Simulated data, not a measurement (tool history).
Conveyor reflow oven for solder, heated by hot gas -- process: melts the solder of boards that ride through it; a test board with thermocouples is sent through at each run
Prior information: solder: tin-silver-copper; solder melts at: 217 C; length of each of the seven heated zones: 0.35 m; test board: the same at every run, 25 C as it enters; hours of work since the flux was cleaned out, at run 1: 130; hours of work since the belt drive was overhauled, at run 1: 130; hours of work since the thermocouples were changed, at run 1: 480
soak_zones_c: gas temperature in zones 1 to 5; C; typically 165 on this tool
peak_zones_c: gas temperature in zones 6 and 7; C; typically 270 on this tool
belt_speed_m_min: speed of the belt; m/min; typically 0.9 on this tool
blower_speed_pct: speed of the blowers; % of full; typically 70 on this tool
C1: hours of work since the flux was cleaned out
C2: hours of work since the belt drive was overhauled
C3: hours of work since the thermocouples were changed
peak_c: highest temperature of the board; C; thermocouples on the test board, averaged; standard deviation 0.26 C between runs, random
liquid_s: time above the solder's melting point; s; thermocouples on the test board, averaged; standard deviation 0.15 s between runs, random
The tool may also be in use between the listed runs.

{"run": 1, "hour": 0.0, "soak_zones_c": 165, "peak_zones_c": 270, "belt_speed_m_min": 0.9, "blower_speed_pct": 70, "C1": 130, "C2": 130, "C3": 480, "peak_c": 245.4, "liquid_s": 28.6}
{"run": 2, "hour": 38.7, "soak_zones_c": 165, "peak_zones_c": 261, "belt_speed_m_min": 0.9, "blower_speed_pct": 70, "C1": 148, "C2": 148, "C3": 498, "peak_c": 238, "liquid_s": 24}
{"run": 3, "hour": 56.2, "soak_zones_c": 165, "peak_zones_c": 261, "belt_speed_m_min": 0.9, "blower_speed_pct": 70, "C1": 156, "C2": 156, "C3": 506, "peak_c": 237.9, "liquid_s": 23.8}
{"run": 4, "hour": 87.7, "soak_zones_c": 165, "peak_zones_c": 261, "belt_speed_m_min": 0.9, "blower_speed_pct": 70, "C1": 170, "C2": 170, "C3": 520, "peak_c": 237.8, "liquid_s": 23.8}
{"run": 5, "hour": 122.2, "soak_zones_c": 165, "peak_zones_c": 261, "belt_speed_m_min": 0.9, "blower_speed_pct": 70, "C1": 186, "C2": 186, "C3": 536, "peak_c": 237.7, "liquid_s": 23.6}
{"run": 6, "hour": 144.7, "soak_zones_c": 165, "peak_zones_c": 261, "belt_speed_m_min": 0.9, "blower_speed_pct": 70, "C1": 196, "C2": 196, "C3": 546, "peak_c": 238.2, "liquid_s": 23.4}
{"run": 7, "hour": 185.8, "soak_zones_c": 165, "peak_zones_c": 261, "belt_speed_m_min": 0.834, "blower_speed_pct": 70, "C1": 215, "C2": 215, "C3": 565, "peak_c": 240.7, "liquid_s": 27.8}
{"run": 8, "hour": 215.8, "soak_zones_c": 165, "peak_zones_c": 261, "belt_speed_m_min": 0.834, "blower_speed_pct": 70, "C1": 228, "C2": 228, "C3": 578, "peak_c": 240.3, "liquid_s": 28}
{"run": 9, "hour": 246.5, "soak_zones_c": 165, "peak_zones_c": 270, "belt_speed_m_min": 0.9, "blower_speed_pct": 66, "C1": 242, "C2": 242, "C3": 592, "peak_c": 243.4, "liquid_s": 26.8}
{"run": 10, "hour": 263.7, "soak_zones_c": 165, "peak_zones_c": 270, "belt_speed_m_min": 0.9, "blower_speed_pct": 66, "C1": 250, "C2": 250, "C3": 600, "peak_c": 242.5, "liquid_s": 26.9}
{"run": 11, "hour": 298.8, "soak_zones_c": 165, "peak_zones_c": 270, "belt_speed_m_min": 0.9, "blower_speed_pct": 66, "C1": 266, "C2": 266, "C3": 616, "peak_c": 243.1, "liquid_s": 26.6}
{"run": 12, "hour": 315.8, "soak_zones_c": 165, "peak_zones_c": 270, "belt_speed_m_min": 0.9, "blower_speed_pct": 66, "C1": 274, "C2": 274, "C3": 624, "peak_c": 243, "liquid_s": 26.5}
{"run": 13, "hour": 334.6, "soak_zones_c": 165, "peak_zones_c": 270, "belt_speed_m_min": 1.076, "blower_speed_pct": 70, "C1": 282, "C2": 282, "C3": 632, "peak_c": 236, "liquid_s": 17.5}
{"run": 14, "hour": 371.8, "soak_zones_c": 165, "peak_zones_c": 270, "belt_speed_m_min": 1.076, "blower_speed_pct": 70, "C1": 299, "C2": 299, "C3": 649, "peak_c": 236.3, "liquid_s": 17.7}
{"run": 15, "hour": 406.0, "soak_zones_c": 165, "peak_zones_c": 270, "belt_speed_m_min": 0.9, "blower_speed_pct": 70, "C1": 315, "C2": 315, "C3": 665, "peak_c": 243.9, "liquid_s": 27.8}
{"hour": 412.3, "done": "belt drive overhauled, speed set with a stopwatch"}
{"run": 16, "hour": 450.6, "soak_zones_c": 171, "peak_zones_c": 274, "belt_speed_m_min": 0.9, "blower_speed_pct": 80, "C1": 333, "C2": 17, "C3": 683, "peak_c": 251.9, "liquid_s": 33.1}
{"run": 17, "hour": 468.0, "soak_zones_c": 171, "peak_zones_c": 274, "belt_speed_m_min": 0.9, "blower_speed_pct": 80, "C1": 341, "C2": 25, "C3": 691, "peak_c": 251.8, "liquid_s": 33.2}
{"run": 18, "hour": 502.8, "soak_zones_c": 151, "peak_zones_c": 271, "belt_speed_m_min": 0.9, "blower_speed_pct": 74, "C1": 357, "C2": 41, "C3": 707, "peak_c": 242.7, "liquid_s": 24.7}
{"run": 19, "hour": 525.2, "soak_zones_c": 151, "peak_zones_c": 271, "belt_speed_m_min": 0.9, "blower_speed_pct": 74, "C1": 367, "C2": 51, "C3": 717, "peak_c": 242.5, "liquid_s": 24.6}
{"run": 20, "hour": 550.3, "soak_zones_c": 165, "peak_zones_c": 270, "belt_speed_m_min": 0.747, "blower_speed_pct": 70, "C1": 379, "C2": 63, "C3": 729, "peak_c": 250.6, "liquid_s": 38.8}
{"run": 21, "hour": 573.1, "soak_zones_c": 165, "peak_zones_c": 270, "belt_speed_m_min": 0.747, "blower_speed_pct": 70, "C1": 389, "C2": 73, "C3": 739, "peak_c": 250.6, "liquid_s": 38.9}
{"run": 22, "hour": 598.1, "soak_zones_c": 165, "peak_zones_c": 271, "belt_speed_m_min": 0.747, "blower_speed_pct": 70, "C1": 400, "C2": 84, "C3": 750, "peak_c": 250.9, "liquid_s": 39.1}
{"hour": 616.5, "done": "belt drive overhauled, speed set with a stopwatch, once more"}
{"run": 23, "hour": 638.5, "soak_zones_c": 165, "peak_zones_c": 268, "belt_speed_m_min": 0.918, "blower_speed_pct": 54, "C1": 417, "C2": 10, "C3": 767, "peak_c": 233.9, "liquid_s": 18.8}
{"run": 24, "hour": 678.3, "soak_zones_c": 177, "peak_zones_c": 284, "belt_speed_m_min": 0.918, "blower_speed_pct": 81, "C1": 435, "C2": 28, "C3": 785, "peak_c": 259.7, "liquid_s": 36.9}
{"hour": 703.1, "done": "flux residue cleaned out of gas plates and filters"}
{"run": 25, "hour": 703.1, "soak_zones_c": 177, "peak_zones_c": 284, "belt_speed_m_min": 0.918, "blower_speed_pct": 81, "C1": 0, "C2": 37, "C3": 794, "peak_c": 263.1, "liquid_s": 38.5}
{"run": 26, "hour": 741.0, "soak_zones_c": 177, "peak_zones_c": 272, "belt_speed_m_min": 1.034, "blower_speed_pct": 81, "C1": 17, "C2": 54, "C3": 811, "peak_c": 248.4, "liquid_s": 28.2}
{"run": 27, "hour": 780.6, "soak_zones_c": 168, "peak_zones_c": 259, "belt_speed_m_min": 0.727, "blower_speed_pct": 54, "C1": 35, "C2": 72, "C3": 829, "peak_c": 239.3, "liquid_s": 31.9}
{"run": 28, "hour": 800.7, "soak_zones_c": 165, "peak_zones_c": 266, "belt_speed_m_min": 0.9, "blower_speed_pct": 58, "C1": 44, "C2": 81, "C3": 838, "peak_c": 237.4, "liquid_s": 22.8}
{"run": 29, "hour": 835.2, "soak_zones_c": 153, "peak_zones_c": 279, "belt_speed_m_min": 0.972, "blower_speed_pct": 61, "C1": 60, "C2": 97, "C3": 854, "peak_c": 241.5, "liquid_s": 21.7}
{"run": 30, "hour": 860.3, "soak_zones_c": 153, "peak_zones_c": 279, "belt_speed_m_min": 0.972, "blower_speed_pct": 61, "C1": 71, "C2": 108, "C3": 865, "peak_c": 242.1, "liquid_s": 21.9}

4 ways to go on from here, each from the tool as it stands after run 30. What would each give?
{"run": "A", "hour": 883.7, "soak_zones_c": 165, "peak_zones_c": 279, "belt_speed_m_min": 0.972, "blower_speed_pct": 61, "C1": 82, "C2": 119, "C3": 876, "peak_c": "?", "liquid_s": "?"}
{"run": "B", "hour": 883.7, "soak_zones_c": 160, "peak_zones_c": 270, "belt_speed_m_min": 0.9, "blower_speed_pct": 70, "C1": 82, "C2": 119, "C3": 876, "peak_c": "?", "liquid_s": "?"}
{"run": "C", "hour": 883.7, "soak_zones_c": 152, "peak_zones_c": 270, "belt_speed_m_min": 0.9, "blower_speed_pct": 70, "C1": 82, "C2": 119, "C3": 876, "peak_c": "?", "liquid_s": "?"}
{"run": "D", "hour": 883.7, "soak_zones_c": 153, "peak_zones_c": 279, "belt_speed_m_min": 0.744, "blower_speed_pct": 61, "C1": 82, "C2": 119, "C3": 876, "peak_c": "?", "liquid_s": "?"}

run=A peak_c=245.2 liquid_s=25.3
run=B peak_c=244.2 liquid_s=27.2
run=C peak_c=242.9 liquid_s=24.8
run=D peak_c=254.7 liquid_s=38
Without the tool's hidden state the same runs would have given:
run=A peak_c=246.7 liquid_s=26.1
run=B peak_c=245.8 liquid_s=28.1
run=C peak_c=244.5 liquid_s=25.7
run=D peak_c=256.3 liquid_s=38.8
